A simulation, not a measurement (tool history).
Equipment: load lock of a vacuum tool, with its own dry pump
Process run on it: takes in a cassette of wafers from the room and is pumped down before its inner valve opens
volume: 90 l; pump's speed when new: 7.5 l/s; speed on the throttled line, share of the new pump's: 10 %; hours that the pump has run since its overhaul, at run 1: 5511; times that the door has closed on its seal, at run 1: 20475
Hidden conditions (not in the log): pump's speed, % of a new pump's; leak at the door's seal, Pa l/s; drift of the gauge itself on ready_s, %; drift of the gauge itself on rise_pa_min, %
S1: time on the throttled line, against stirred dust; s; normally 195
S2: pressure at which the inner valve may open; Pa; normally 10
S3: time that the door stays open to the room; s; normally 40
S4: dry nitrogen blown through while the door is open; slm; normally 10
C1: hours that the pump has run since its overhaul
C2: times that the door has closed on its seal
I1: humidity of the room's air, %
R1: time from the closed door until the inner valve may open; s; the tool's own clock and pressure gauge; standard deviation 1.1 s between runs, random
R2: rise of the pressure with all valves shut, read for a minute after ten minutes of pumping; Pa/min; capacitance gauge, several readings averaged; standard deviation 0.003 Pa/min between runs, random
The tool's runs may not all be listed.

{"run": 1, "hour": 0.0, "S1": 195, "S2": 10, "S3": 40, "S4": 10, "C1": 5511, "C2": 20475, "I1": 47.0, "R1": 291.3, "R2": 0.103}
{"run": 2, "hour": 322.8, "S1": 195, "S2": 18, "S3": 40, "S4": 10, "C1": 5834, "C2": 21313, "I1": 45.7, "R1": 281.9, "R2": 0.108}
{"run": 3, "hour": 749.8, "S1": 195, "S2": 18, "S3": 40, "S4": 10, "C1": 6261, "C2": 22423, "I1": 44.3, "R1": 282.3, "R2": 0.112}
{"run": 4, "hour": 1005.6, "S1": 195, "S2": 18, "S3": 40, "S4": 10, "C1": 6516, "C2": 23087, "I1": 45.7, "R1": 282.6, "R2": 0.11}
{"run": 5, "hour": 1317.0, "S1": 195, "S2": 18, "S3": 31, "S4": 10, "C1": 6828, "C2": 23896, "I1": 49.1, "R1": 283.2, "R2": 0.119}
{"run": 6, "hour": 1655.0, "S1": 195, "S2": 18, "S3": 31, "S4": 10, "C1": 7166, "C2": 24774, "I1": 43.1, "R1": 284.1, "R2": 0.112}
{"run": 7, "hour": 1984.8, "S1": 195, "S2": 18, "S3": 31, "S4": 10, "C1": 7496, "C2": 25630, "I1": 47.3, "R1": 284.2, "R2": 0.134}
{"run": 8, "hour": 2344.7, "S1": 195, "S2": 10, "S3": 40, "S4": 10, "C1": 7856, "C2": 26565, "I1": 46.1, "R1": 292.2, "R2": 0.137}
{"run": 9, "hour": 2606.6, "S1": 195, "S2": 10, "S3": 40, "S4": 10, "C1": 8118, "C2": 27246, "I1": 44.4, "R1": 291.9, "R2": 0.136}
{"run": 10, "hour": 2793.4, "S1": 195, "S2": 10, "S3": 40, "S4": 10, "C1": 8304, "C2": 27731, "I1": 46.3, "R1": 291.5, "R2": 0.139}
{"run": 11, "hour": 3155.2, "S1": 195, "S2": 10, "S3": 40, "S4": 10, "C1": 8666, "C2": 28671, "I1": 44.6, "R1": 294.0, "R2": 0.145}
{"run": 12, "hour": 3335.8, "S1": 195, "S2": 10, "S3": 40, "S4": 10, "C1": 8847, "C2": 29140, "I1": 45.0, "R1": 294.2, "R2": 0.149}
{"run": 13, "hour": 3554.9, "S1": 318, "S2": 10, "S3": 40, "S4": 10, "C1": 9066, "C2": 29709, "I1": 46.1, "R1": 402.9, "R2": 0.151}
{"run": 14, "hour": 3827.5, "S1": 318, "S2": 10, "S3": 40, "S4": 10, "C1": 9338, "C2": 30417, "I1": 42.0, "R1": 402.2, "R2": 0.15}
{"run": 15, "hour": 4093.2, "S1": 195, "S2": 10, "S3": 40, "S4": 10, "C1": 9604, "C2": 31107, "I1": 50.3, "R1": 293.7, "R2": 0.163}
{"run": 16, "hour": 4289.8, "S1": 195, "S2": 10, "S3": 40, "S4": 6, "C1": 9801, "C2": 31618, "I1": 46.2, "R1": 292.3, "R2": 0.171}
{"run": 17, "hour": 4688.0, "S1": 195, "S2": 10, "S3": 40, "S4": 10, "C1": 10199, "C2": 32652, "I1": 48.0, "R1": 295.5, "R2": 0.178}
{"run": 18, "hour": 4905.6, "S1": 195, "S2": 10, "S3": 40, "S4": 10, "C1": 10416, "C2": 33217, "I1": 45.7, "R1": 295.1, "R2": 0.174}
{"run": 19, "hour": 5200.8, "S1": 195, "S2": 14, "S3": 38, "S4": 10, "C1": 10712, "C2": 33984, "I1": 45.8, "R1": 289.4, "R2": 0.178}
{"run": 20, "hour": 5544.2, "S1": 195, "S2": 14, "S3": 38, "S4": 10, "C1": 11055, "C2": 34876, "I1": 43.5, "R1": 290.1, "R2": 0.188}
{"run": 21, "hour": 5883.5, "S1": 319, "S2": 14, "S3": 194, "S4": 26, "C1": 11394, "C2": 35757, "I1": 47.0, "R1": 400.7, "R2": 0.217}
{"run": 22, "hour": 6191.1, "S1": 319, "S2": 14, "S3": 194, "S4": 26, "C1": 11702, "C2": 36556, "I1": 45.7, "R1": 402.5, "R2": 0.228}
{"run": 23, "hour": 6608.8, "S1": 319, "S2": 14, "S3": 194, "S4": 26, "C1": 12120, "C2": 37641, "I1": 44.1, "R1": 401.8, "R2": 0.234}
{"run": 24, "hour": 6990.9, "S1": 319, "S2": 14, "S3": 194, "S4": 26, "C1": 12502, "C2": 38634, "I1": 43.3, "R1": 401.7, "R2": 0.235}
{"run": 25, "hour": 7373.9, "S1": 319, "S2": 14, "S3": 194, "S4": 26, "C1": 12885, "C2": 39629, "I1": 46.7, "R1": 400.1, "R2": 0.255}
{"run": 26, "hour": 7784.4, "S1": 195, "S2": 15, "S3": 43, "S4": 10, "C1": 13295, "C2": 40695, "I1": 43.3, "R1": 292.0, "R2": 0.231}
{"run": 27, "hour": 8044.7, "S1": 195, "S2": 15, "S3": 43, "S4": 10, "C1": 13556, "C2": 41371, "I1": 40.2, "R1": 290.3, "R2": 0.221}
{"run": 28, "hour": 8456.6, "S1": 195, "S2": 12, "S3": 29, "S4": 7, "C1": 13968, "C2": 42441, "I1": 48.8, "R1": 294.7, "R2": 0.234}
{"run": 29, "hour": 8657.9, "S1": 300, "S2": 11, "S3": 78, "S4": 27, "C1": 14169, "C2": 42964, "I1": 45.8, "R1": 388.0, "R2": 0.25}
{"run": 30, "hour": 8964.9, "S1": 210, "S2": 16, "S3": 41, "S4": 10, "C1": 14476, "C2": 43761, "I1": 46.2, "R1": 304.6, "R2": 0.256}
{"run": 31, "hour": 9354.5, "S1": 210, "S2": 16, "S3": 41, "S4": 10, "C1": 14865, "C2": 44773, "I1": 45.2, "R1": 304.9, "R2": 0.259}
{"run": 32, "hour": 9776.2, "S1": 252, "S2": 12, "S3": 167, "S4": 10, "C1": 15287, "C2": 45868, "I1": 43.7, "R1": 347.9, "R2": 0.31}
{"run": 33, "hour": 10010.1, "S1": 250, "S2": 12, "S3": 167, "S4": 14, "C1": 15521, "C2": 46476, "I1": 47.6, "R1": 345.4, "R2": 0.316}
{"run": 34, "hour": 10302.9, "S1": 250, "S2": 11, "S3": 55, "S4": 14, "C1": 15814, "C2": 47237, "I1": 46.6, "R1": 347.5, "R2": 0.285}
{"run": 35, "hour": 10686.1, "S1": 286, "S2": 14, "S3": 91, "S4": 10, "C1": 16197, "C2": 48232, "I1": 48.5, "R1": 377.1, "R2": 0.316}
{"run": 36, "hour": 10962.0, "S1": 286, "S2": 14, "S3": 91, "S4": 10, "C1": 16473, "C2": 48949, "I1": 47.1, "R1": 374.3, "R2": 0.316}

5 options for the next run, each taken on its own from the tool as it stands now. Forecast them:
{"run": "A", "hour": 11222.4, "S1": 172, "S2": 8, "S3": 40, "S4": 10, "C1": 16733, "C2": 49625, "I1": 43.8, "R1": "?", "R2": "?"}
{"run": "B", "hour": 11222.4, "S1": 195, "S2": 10, "S3": 40, "S4": 14, "C1": 16733, "C2": 49625, "I1": 43.9, "R1": "?", "R2": "?"}
{"run": "C", "hour": 11222.4, "S1": 286, "S2": 15, "S3": 91, "S4": 10, "C1": 16733, "C2": 49625, "I1": 43.7, "R1": "?", "R2": "?"}
{"run": "D", "hour": 11222.4, "S1": 286, "S2": 12, "S3": 91, "S4": 10, "C1": 16733, "C2": 49625, "I1": 45.0, "R1": "?", "R2": "?"}
{"run": "E", "hour": 11222.4, "S1": 334, "S2": 12, "S3": 78, "S4": 10, "C1": 16733, "C2": 49625, "I1": 46.3, "R1": "?", "R2": "?"}

run=A R1=284.3 R2=0.298
run=B R1=297.7 R2=0.295
run=C R1=375.8 R2=0.322
run=D R1=377.8 R2=0.326
run=E R1=416.7 R2=0.315
What these runs would have given with no unlogged condition in the tool:
run=A R1=269.8 R2=0.033
run=B R1=284.2 R2=0.030
run=C R1=364.5 R2=0.057
run=D R1=365.8 R2=0.056
run=E R1=405.6 R2=0.053

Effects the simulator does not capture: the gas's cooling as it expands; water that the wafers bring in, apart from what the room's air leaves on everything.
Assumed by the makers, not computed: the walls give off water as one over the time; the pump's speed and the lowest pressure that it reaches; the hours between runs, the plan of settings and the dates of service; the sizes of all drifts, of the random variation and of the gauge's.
